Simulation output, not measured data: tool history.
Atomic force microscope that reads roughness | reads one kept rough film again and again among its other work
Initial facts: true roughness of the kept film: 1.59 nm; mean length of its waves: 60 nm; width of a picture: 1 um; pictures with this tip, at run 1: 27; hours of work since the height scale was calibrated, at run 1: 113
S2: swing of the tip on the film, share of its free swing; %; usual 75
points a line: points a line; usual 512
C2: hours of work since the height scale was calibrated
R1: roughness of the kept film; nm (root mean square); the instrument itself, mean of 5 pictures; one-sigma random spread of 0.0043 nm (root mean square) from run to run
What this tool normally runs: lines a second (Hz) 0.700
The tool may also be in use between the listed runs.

run 1 hour=0.0 | lines_a_second_(Hz)=0.700 S2=75 points_a_line=512 | pictures_with_this_tip=27 C2=113 | R1=1.510
run 2 hour=10.7 | lines_a_second_(Hz)=0.700 S2=75 points_a_line=512 | pictures_with_this_tip=53 C2=121 | R1=1.517
run 3 hour=15.9 | lines_a_second_(Hz)=0.700 S2=75 points_a_line=512 | pictures_with_this_tip=66 C2=125 | R1=1.503
run 4 hour=25.7 | lines_a_second_(Hz)=0.700 S2=75 points_a_line=512 | pictures_with_this_tip=89 C2=132 | R1=1.506
run 5 hour=32.4 | lines_a_second_(Hz)=0.700 S2=75 points_a_line=512 | pictures_with_this_tip=105 C2=137 | R1=1.510
run 6 hour=42.4 | lines_a_second_(Hz)=0.700 S2=75 points_a_line=512 | pictures_with_this_tip=129 C2=144 | R1=1.513
run 7 hour=47.2 | lines_a_second_(Hz)=0.700 S2=75 points_a_line=512 | pictures_with_this_tip=141 C2=148 | R1=1.515
-- hour=50.3 new tip fitted
run 8 hour=54.7 | lines_a_second_(Hz)=0.700 S2=76 points_a_line=512 | pictures_with_this_tip=11 C2=153 | R1=1.511
run 9 hour=61.5 | lines_a_second_(Hz)=0.700 S2=75 points_a_line=512 | pictures_with_this_tip=27 C2=158 | R1=1.514
run 10 hour=67.5 | lines_a_second_(Hz)=0.700 S2=75 points_a_line=512 | pictures_with_this_tip=42 C2=162 | R1=1.508
run 11 hour=72.8 | lines_a_second_(Hz)=0.700 S2=75 points_a_line=512 | pictures_with_this_tip=54 C2=166 | R1=1.505
run 12 hour=78.4 | lines_a_second_(Hz)=0.700 S2=75 points_a_line=512 | pictures_with_this_tip=68 C2=170 | R1=1.514
run 13 hour=87.9 | lines_a_second_(Hz)=0.700 S2=75 points_a_line=512 | pictures_with_this_tip=91 C2=177 | R1=1.507
run 14 hour=97.2 | lines_a_second_(Hz)=3.244 S2=61 points_a_line=512 | pictures_with_this_tip=113 C2=184 | R1=1.457
run 15 hour=104.9 | lines_a_second_(Hz)=3.244 S2=61 points_a_line=512 | pictures_with_this_tip=132 C2=189 | R1=1.459
run 16 hour=110.6 | lines_a_second_(Hz)=1.119 S2=70 points_a_line=512 | pictures_with_this_tip=146 C2=194 | R1=1.503
-- hour=111.7 new tip fitted
run 17 hour=117.2 | lines_a_second_(Hz)=1.289 S2=58 points_a_line=424 | pictures_with_this_tip=13 C2=198 | R1=1.531
run 18 hour=128.2 | lines_a_second_(Hz)=1.696 S2=58 points_a_line=424 | pictures_with_this_tip=40 C2=206 | R1=1.516
run 19 hour=137.3 | lines_a_second_(Hz)=1.696 S2=58 points_a_line=424 | pictures_with_this_tip=62 C2=213 | R1=1.514
run 20 hour=146.3 | lines_a_second_(Hz)=2.765 S2=78 points_a_line=413 | pictures_with_this_tip=83 C2=219 | R1=1.352
run 21 hour=157.4 | lines_a_second_(Hz)=0.700 S2=75 points_a_line=819 | pictures_with_this_tip=110 C2=227 | R1=1.502
run 22 hour=167.7 | lines_a_second_(Hz)=1.405 S2=77 points_a_line=618 | pictures_with_this_tip=135 C2=235 | R1=1.448
-- hour=173.1 new tip fitted
run 23 hour=174.5 | lines_a_second_(Hz)=3.803 S2=67 points_a_line=512 | pictures_with_this_tip=3 C2=239 | R1=1.398
run 24 hour=181.9 | lines_a_second_(Hz)=2.163 S2=63 points_a_line=795 | pictures_with_this_tip=21 C2=245 | R1=1.484

3 options for the next run, each taken on its own from the tool as it stands now. Forecast them:
run A hour=186.5 | lines_a_second_(Hz)=0.700 S2=86 points_a_line=512 | pictures_with_this_tip=32 C2=248 | R1=?
run B hour=186.5 | lines_a_second_(Hz)=0.700 S2=64 points_a_line=512 | pictures_with_this_tip=32 C2=248 | R1=?
run C hour=186.5 | lines_a_second_(Hz)=3.944 S2=65 points_a_line=822 | pictures_with_this_tip=32 C2=248 | R1=?

run=A R1=1.474
run=B R1=1.537
run=C R1=1.415
Stripped of hidden state, with their random variation kept, the same runs would have yielded:
run=A R1=1.475
run=B R1=1.538
run=C R1=1.415
